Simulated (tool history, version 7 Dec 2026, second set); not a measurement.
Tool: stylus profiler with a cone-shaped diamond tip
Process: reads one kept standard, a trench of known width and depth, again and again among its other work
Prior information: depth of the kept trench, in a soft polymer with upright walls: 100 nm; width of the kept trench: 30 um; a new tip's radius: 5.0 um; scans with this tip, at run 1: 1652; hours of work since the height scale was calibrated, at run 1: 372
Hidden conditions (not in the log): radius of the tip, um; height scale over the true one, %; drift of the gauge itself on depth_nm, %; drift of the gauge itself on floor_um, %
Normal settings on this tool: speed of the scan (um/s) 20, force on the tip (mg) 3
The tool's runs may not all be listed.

run	hour	speed of the scan (um/s)	force on the tip (mg)	scans with this tip	hours of work since the height scale was calibrated	depth of the trench (nm)	width of the trench's floor (µm)
1	0	20	3	1652	372	101.62	27.64
2	20.1	20	3	1690	381	101.63	27.66
3	43.6	20	1.37	1733	391	100.85	27.62
4	60.2	20	1.37	1764	397	101	27.6
5	77.9	20	1.37	1796	405	101.04	27.6
6	98.9	20	2.03	1835	414	101.38	27.56
7	115.1	20	2.03	1865	420	101.39	27.62
8	132.4	9	2.03	1897	428	101.29	27.68
9	152.4	9	2.03	1934	436	101.23	27.63
10	170.3	9	2.03	1967	443	101.35	27.61
11	187.1	9	2.03	1998	450	101.27	27.6
12	196.8	9	2.03	2016	454	101.28	27.62
13	212.3	9	2.03	2045	461	101.34	27.55
14	223.3	20	3	2065	465	101.78	27.53
15	239.6	20	3	2096	472	101.72	27.56
16	257.5	9	3	2129	480	101.74	27.54
17	277	9	3	2165	488	101.79	27.57
18	300.4	9	3	2208	498	101.67	27.58
19	315.8	9	3	2237	504	101.76	27.54
20	331.3	12	3	2265	510	101.75	27.54
21	350.9	12	3	2301	519	101.7	27.51
22	363.4	12	3	2325	524	101.64	27.49
23	382.8	20	3	2360	532	101.64	27.49
24	403.1	8	7.91	2398	540	103.37	27.51
25	423.3	26	3.58	2435	549	101.92	27.5
26	435.2	26	3.58	2457	554	101.91	27.47
27	447.6	43	2.26	2480	559	101.33	27.35
28	468.9	69	1.25	2520	568	100.83	27.2
29	482.2	16	1.25	2544	573	100.84	27.49
30	495	7	2.86	2568	579	101.68	27.43
31	507.1	16	4.45	2590	584	102.3	27.45
32	529.1	60	3.43	2631	593	101.91	27.39
33	538.9	28	3	2649	597	101.59	27.42
34	552.9	15	5.42	2675	603	102.44	27.43
35	573.1	15	5.42	2712	611	102.55	27.46
36	592.7	15	5.42	2749	619	102.61	27.44
37	613.7	22	4.29	2788	628	102.11	27.45
38	632	15	3.37	2821	636	101.77	27.46
39	650.2	15	4.29	2855	643	102.12	27.44
40	672.3	20	1.71	2896	653	101.04	27.4
41	695.3	8	6.63	2938	662	103.02	27.41
42	707.8	8	6.63	2962	667	102.8	27.38
43	731.2	20	3.67	3005	677	101.93	27.42
44	750.3	39	2.84	3040	685	101.55	27.32
45	764	14	8.6	3066	691	103.51	27.42
46	774.4	14	8.6	3085	695	103.47	27.39

Below are 5 alternative next runs, each starting from the tool's condition after run 46. Predict each:
A	783.9	9	8.39	3102	699	?	?
B	783.9	7	3.17	3102	699	?	?
C	783.9	51	2.73	3102	699	?	?
D	783.9	21	4.56	3102	699	?	?
E	783.9	17	1.57	3102	699	?	?

run	depth of the trench (nm)	width of the trench's floor (µm)
A	103.51	27.44
B	101.71	27.44
C	101.69	27.19
D	102.21	27.4
E	101.02	27.36
Take away the tool's hidden state, keep each run's random variation, and the runs would have read:
run	depth of the trench (nm)	width of the trench's floor (µm)
A	103.65	28.03
B	101.85	28.03
C	101.83	27.78
D	102.35	27.99
E	101.16	27.94

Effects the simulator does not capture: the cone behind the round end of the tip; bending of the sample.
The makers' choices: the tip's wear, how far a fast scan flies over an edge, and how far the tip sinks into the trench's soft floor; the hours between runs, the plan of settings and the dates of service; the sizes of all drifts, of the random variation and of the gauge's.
